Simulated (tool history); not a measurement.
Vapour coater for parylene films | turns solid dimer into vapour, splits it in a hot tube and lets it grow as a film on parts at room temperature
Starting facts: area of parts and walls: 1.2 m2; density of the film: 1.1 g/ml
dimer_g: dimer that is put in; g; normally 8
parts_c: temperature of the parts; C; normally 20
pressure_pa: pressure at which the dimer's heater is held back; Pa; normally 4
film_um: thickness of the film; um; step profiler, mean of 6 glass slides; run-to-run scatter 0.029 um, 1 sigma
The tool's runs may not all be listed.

Run 1, hour 0: usual settings. Result: film_um 3.06 um.
Run 2, hour 72.9: usual settings. Result: film_um 3.06 um.
Run 3, hour 147.6: usual settings. Result: film_um 3.06 um.
Run 4, hour 196.8: usual settings. Result: film_um 2.99 um.
At hour 243.3: table's thermometer calibrated.
Run 5, hour 243.3: usual settings. Result: film_um 3.19 um.
At hour 311.1: trap's valve overhauled.
Run 6, hour 324.5: usual settings. Result: film_um 3.42 um.
Run 7, hour 388.6: usual settings but pressure_pa 10.31 Pa. Result: film_um 3.13 um.
Run 8, hour 444.8: usual settings but pressure_pa 10.31 Pa. Result: film_um 3.13 um.
Run 9, hour 513: usual settings but pressure_pa 10.31 Pa. Result: film_um 3.08 um.
Run 10, hour 589.8: usual settings but pressure_pa 10.31 Pa. Result: film_um 3.1 um.
Run 11, hour 643.6: usual settings but pressure_pa 11.48 Pa. Result: film_um 3.06 um.
Run 12, hour 724.7: usual settings. Result: film_um 3.23 um.
Run 13, hour 788: usual settings. Result: film_um 3.26 um.
Run 14, hour 825.1: usual settings but parts_c 22 C. Result: film_um 3.01 um.
Run 15, hour 900: usual settings but parts_c 22 C. Result: film_um 2.99 um.
Run 16, hour 938.1: usual settings but parts_c 22 C. Result: film_um 2.96 um.
Run 17, hour 1008: usual settings but parts_c 22 C, pressure_pa 5.56 Pa. Result: film_um 2.88 um.
Run 18, hour 1061.4: usual settings but parts_c 22 C, pressure_pa 5.56 Pa. Result: film_um 2.88 um.
Run 19, hour 1099.6: usual settings. Result: film_um 3.18 um.
Run 20, hour 1140: usual settings. Result: film_um 3.14 um.
Run 21, hour 1179.9: usual settings but parts_c 25 C, pressure_pa 2.11 Pa. Result: film_um 2.71 um.
At hour 1193.5: trap's valve overhauled.
Run 22, hour 1220.6: usual settings but parts_c 25 C, pressure_pa 2.11 Pa. Result: film_um 2.86 um.
Run 23, hour 1255.7: usual settings but dimer_g 6 g, parts_c 17 C, pressure_pa 3.1 Pa. Result: film_um 2.82 um.
Run 24, hour 1313.9: usual settings but dimer_g 7 g. Result: film_um 2.86 um.
Run 25, hour 1381.2: usual settings but dimer_g 7 g. Result: film_um 2.82 um.
Run 26, hour 1419.9: usual settings but dimer_g 7 g. Result: film_um 2.85 um.
Run 27, hour 1456: usual settings but dimer_g 4 g. Result: film_um 1.63 um.
Run 28, hour 1506.4: usual settings but dimer_g 4 g. Result: film_um 1.62 um.
Run 29, hour 1545.6: usual settings but dimer_g 4 g, parts_c 14 C, pressure_pa 6.42 Pa. Result: film_um 1.97 um.
Run 30, hour 1615.4: usual settings but dimer_g 10 g, parts_c 29 C, pressure_pa 3.71 Pa. Result: film_um 2.84 um.
Run 31, hour 1687.4: usual settings but dimer_g 5 g, parts_c 21 C, pressure_pa 11.42 Pa. Result: film_um 1.76 um.
Run 32, hour 1772.7: usual settings but dimer_g 5 g, parts_c 17 C, pressure_pa 4.57 Pa. Result: film_um 2.18 um.
Run 33, hour 1852.5: usual settings but dimer_g 12 g, parts_c 12 C, pressure_pa 11.18 Pa. Result: film_um 5.96 um.
Run 34, hour 1894.1: usual settings but dimer_g 13 g, parts_c 26 C, pressure_pa 7.63 Pa. Result: film_um 3.76 um.
Run 35, hour 1955.6: usual settings but dimer_g 13 g, parts_c 26 C, pressure_pa 7.63 Pa. Result: film_um 3.78 um.
Run 36, hour 2013.2: usual settings but dimer_g 13 g, parts_c 26 C, pressure_pa 7.63 Pa. Result: film_um 3.74 um.
Run 37, hour 2065.6: usual settings but dimer_g 13 g, parts_c 19 C, pressure_pa 7.63 Pa. Result: film_um 4.94 um.
At hour 2076: trap's valve overhauled.
Run 38, hour 2136.9: usual settings but dimer_g 6 g, parts_c 32 C, pressure_pa 6.1 Pa. Result: film_um 1.48 um.

Run by run, hidden condition taken away, random variation retained:
The tool's hidden condition here consists of: vapour lost through the trap's worn valve, %; true temperature of the parts over the reading, C; drift of the gauge itself on film_um, %.
run  film_um
  1     3.38
  2      3.4
  3     3.43
  4     3.37
  5     3.38
  6     3.43
  7     3.15
  8     3.17
  9     3.14
 10     3.18
 11     3.15
 12     3.36
 13     3.41
 14     3.15
 15     3.15
 16     3.14
 17     3.07
 18     3.08
 19     3.42
 20     3.39
 21     2.93
 22     2.94
 23     2.91
 24     2.97
 25     2.95
 26     2.98
 27     1.72
 28     1.71
 29     2.09
 30     3.03
 31     1.89
 32     2.36
 33     6.49
 34     4.11
 35     4.16
 36     4.13
 37     5.49
 38     1.55
